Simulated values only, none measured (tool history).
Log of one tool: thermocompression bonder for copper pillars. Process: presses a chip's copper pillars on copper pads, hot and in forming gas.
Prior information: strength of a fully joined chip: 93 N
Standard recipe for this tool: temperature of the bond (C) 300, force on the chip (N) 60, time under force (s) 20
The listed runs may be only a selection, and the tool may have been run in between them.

run,hour,temperature of the bond (C),force on the chip (N),time under force (s),force that shears a chip off (N)
1,0,300,60,20,33.4
2,20.3,300,60,22,34.2
3,65.9,300,60,20,32.4
4,101.1,300,57,20,30.1
5,121.2,281,60,20,25.8
6,142.4,289,60,20,28.8
7,190.5,289,60,20,26.7
8,227.2,289,60,20,27.6

The next listed run, before its measurement:
9,253.7,300,43,20,?

{"run 9": {"force that shears a chip off (N)": 25.3}}
Take away the tool's hidden state, keep the run-to-run variation as it was, and the same run would have given force that shears a chip off (N) 27.4.
